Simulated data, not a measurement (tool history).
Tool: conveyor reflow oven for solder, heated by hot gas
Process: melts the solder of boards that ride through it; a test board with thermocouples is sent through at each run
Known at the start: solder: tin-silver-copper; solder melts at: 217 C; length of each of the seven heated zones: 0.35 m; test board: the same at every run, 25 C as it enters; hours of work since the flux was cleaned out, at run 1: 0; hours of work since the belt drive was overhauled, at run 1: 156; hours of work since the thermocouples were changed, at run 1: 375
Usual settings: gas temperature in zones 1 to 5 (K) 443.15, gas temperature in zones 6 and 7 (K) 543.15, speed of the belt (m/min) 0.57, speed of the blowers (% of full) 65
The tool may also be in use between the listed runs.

| run | hour | gas temperature in zones 1 to 5 (K) | gas temperature in zones 6 and 7 (K) | speed of the belt (m/min) | speed of the blowers (% of full) | hours of work since the flux was cleaned out | hours of work since the belt drive was overhauled | hours of work since the thermocouples were changed | highest temperature of the board (K) | time above the solder's melting point (s) |
|---|---|---|---|---|---|---|---|---|---|---|
| 1 | 0 | 443.15 | 543.15 | 0.57 | 65 | 0 | 156 | 375 | 520.85 | 48.7 |
| 2 | 19 | 443.15 | 543.15 | 0.57 | 63 | 13 | 169 | 388 | 520.05 | 48.3 |
| 3 | 37.5 | 443.15 | 543.15 | 0.57 | 79 | 26 | 182 | 400 | 524.25 | 52.4 |
| 4 | 59.3 | 443.15 | 543.15 | 0.57 | 79 | 40 | 197 | 415 | 524.05 | 52.4 |
| 5 | 76.4 | 443.15 | 543.15 | 0.57 | 65 | 52 | 208 | 427 | 521.15 | 48.3 |
| 6 | 92.9 | 443.15 | 543.15 | 0.57 | 65 | 63 | 220 | 438 | 520.35 | 48.4 |
|  | 98.5 | belt drive overhauled, speed set with a stopwatch |
| 7 | 115.1 | 443.15 | 543.15 | 0.57 | 65 | 76 | 11 | 450 | 520.85 | 48.5 |
| 8 | 125.9 | 443.15 | 543.15 | 0.57 | 65 | 83 | 19 | 458 | 520.65 | 48.1 |
| 9 | 138.3 | 456.15 | 543.15 | 0.57 | 76 | 91 | 27 | 466 | 525.85 | 58.4 |
| 10 | 148.8 | 436.15 | 531.15 | 0.571 | 65 | 99 | 34 | 473 | 509.15 | 34.9 |
| 11 | 168.6 | 432.15 | 533.15 | 0.524 | 64 | 112 | 48 | 487 | 512.25 | 42 |
| 12 | 184.6 | 432.15 | 536.15 | 0.524 | 64 | 123 | 59 | 498 | 515.55 | 44.6 |
| 13 | 207.6 | 443.15 | 551.15 | 0.57 | 70 | 139 | 74 | 514 | 527.85 | 54 |
|  | 217.4 | belt drive overhauled, speed set with a stopwatch, once more |
| 14 | 235.4 | 443.15 | 557.15 | 0.479 | 67 | 155 | 12 | 530 | 539.35 | 73.7 |
| 15 | 253.4 | 443.15 | 557.15 | 0.479 | 67 | 167 | 25 | 542 | 539.15 | 73.2 |

Forecast each of these 4 alternatives for the next run:
|  | 276.1 | flux residue cleaned out of gas plates and filters |
| A | 281.2 | 443.15 | 557.15 | 0.613 | 60 | 3 | 40 | 557 | ? | ? |
|  | 276.1 | flux residue cleaned out of gas plates and filters |
| B | 281.2 | 455.15 | 557.15 | 0.479 | 67 | 3 | 40 | 557 | ? | ? |
|  | 276.1 | flux residue cleaned out of gas plates and filters |
| C | 281.2 | 443.15 | 540.15 | 0.479 | 88 | 3 | 40 | 557 | ? | ? |
|  | 276.1 | flux residue cleaned out of gas plates and filters |
| D | 281.2 | 443.15 | 532.15 | 0.479 | 83 | 3 | 40 | 557 | ? | ? |

| run | highest temperature of the board (K) | time above the solder's melting point (s) |
|---|---|---|
| A | 528.15 | 49.6 |
| B | 542.35 | 80.4 |
| C | 528.75 | 67.8 |
| D | 520.95 | 61.4 |
Without the tool's hidden state the same runs would have given:
| run | highest temperature of the board (K) | time above the solder's melting point (s) |
|---|---|---|
| A | 527.35 | 49 |
| B | 541.45 | 79.8 |
| C | 527.85 | 67.1 |
| D | 520.05 | 60.6 |

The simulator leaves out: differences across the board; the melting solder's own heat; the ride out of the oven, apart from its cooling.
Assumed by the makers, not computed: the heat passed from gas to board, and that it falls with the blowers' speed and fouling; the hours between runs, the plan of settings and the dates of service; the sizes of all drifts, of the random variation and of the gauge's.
